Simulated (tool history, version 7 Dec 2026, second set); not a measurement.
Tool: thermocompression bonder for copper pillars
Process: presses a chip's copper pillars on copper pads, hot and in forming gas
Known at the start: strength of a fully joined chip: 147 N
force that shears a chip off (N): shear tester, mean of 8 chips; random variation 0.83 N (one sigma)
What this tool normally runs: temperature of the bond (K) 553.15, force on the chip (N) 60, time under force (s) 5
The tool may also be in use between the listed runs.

| run | hour | temperature of the bond (K) | force on the chip (N) | time under force (s) | force that shears a chip off (N) |
|---|---|---|---|---|---|
| 1 | 0 | 553.15 | 60 | 5 | 85.3 |
| 2 | 6 | 553.15 | 60 | 5 | 85.8 |
| 3 | 16.3 | 553.15 | 60 | 5 | 86.1 |
| 4 | 24.6 | 553.15 | 60 | 5 | 84.2 |
| 5 | 33.7 | 553.15 | 83 | 5 | 106 |
| 6 | 41.3 | 553.15 | 60 | 5 | 85.7 |
| 7 | 51.6 | 553.15 | 60 | 5 | 85.4 |
| 8 | 58.8 | 553.15 | 60 | 5 | 86.3 |
| 9 | 67.4 | 553.15 | 60 | 5 | 85.6 |
| 10 | 74.9 | 553.15 | 60 | 5 | 84.1 |
| 11 | 83.8 | 553.15 | 60 | 5 | 85.7 |
| 12 | 91.5 | 553.15 | 60 | 5 | 85.9 |
| 13 | 100.9 | 553.15 | 60 | 5 | 85.3 |
| 14 | 110.7 | 553.15 | 60 | 5 | 84.8 |
| 15 | 116.6 | 553.15 | 60 | 3 | 72.9 |
| 16 | 121.1 | 553.15 | 60 | 3 | 72.5 |
| 17 | 126 | 553.15 | 60 | 3 | 71.6 |
| 18 | 133.8 | 553.15 | 50 | 5 | 72.3 |
| 19 | 140.9 | 553.15 | 50 | 5 | 73 |
| 20 | 151 | 553.15 | 48 | 5 | 71.2 |
| 21 | 160.5 | 561.15 | 60 | 5 | 93.3 |
|  | 165.1 | forming gas filter changed |
| 22 | 170.2 | 553.15 | 72 | 6 | 104.6 |
| 23 | 179.4 | 553.15 | 72 | 6 | 105.4 |
| 24 | 188 | 553.15 | 72 | 6 | 104.5 |
| 25 | 193.3 | 525.15 | 72 | 3 | 58 |
| 26 | 198.2 | 533.15 | 40 | 6 | 46.8 |
| 27 | 202.7 | 553.15 | 65 | 5 | 94.8 |
| 28 | 209.2 | 553.15 | 65 | 5 | 93.5 |
| 29 | 216.7 | 524.15 | 47 | 3 | 36.5 |
| 30 | 221.9 | 582.15 | 60 | 12 | 133.3 |
| 31 | 230.8 | 553.15 | 51 | 5 | 77.4 |
| 32 | 237.8 | 553.15 | 41 | 5 | 61.8 |
| 33 | 244.3 | 550.15 | 60 | 9 | 98.9 |
| 34 | 248.8 | 550.15 | 60 | 9 | 100.1 |
| 35 | 254.4 | 550.15 | 60 | 9 | 99.8 |
| 36 | 262.2 | 576.15 | 38 | 12 | 102.9 |
| 37 | 269 | 576.15 | 39 | 12 | 105.1 |
| 38 | 276.9 | 535.15 | 48 | 12 | 75.9 |
| 39 | 286.5 | 535.15 | 61 | 12 | 91.8 |
| 40 | 292.8 | 565.15 | 60 | 5 | 99.2 |

Here are 3 independent what-if runs from the current tool condition. What would each one return?
| A | 299.7 | 553.15 | 73 | 3 | ? |
| B | 299.7 | 553.15 | 85 | 4 | ? |
| C | 299.7 | 553.15 | 50 | 7 | ? |

| run | force that shears a chip off (N) |
|---|---|
| A | 88.3 |
| B | 105.3 |
| C | 85 |
What these runs would have given with no unlogged condition in the tool:
| run | force that shears a chip off (N) |
|---|---|
| A | 87.5 |
| B | 104.7 |
| C | 84.2 |
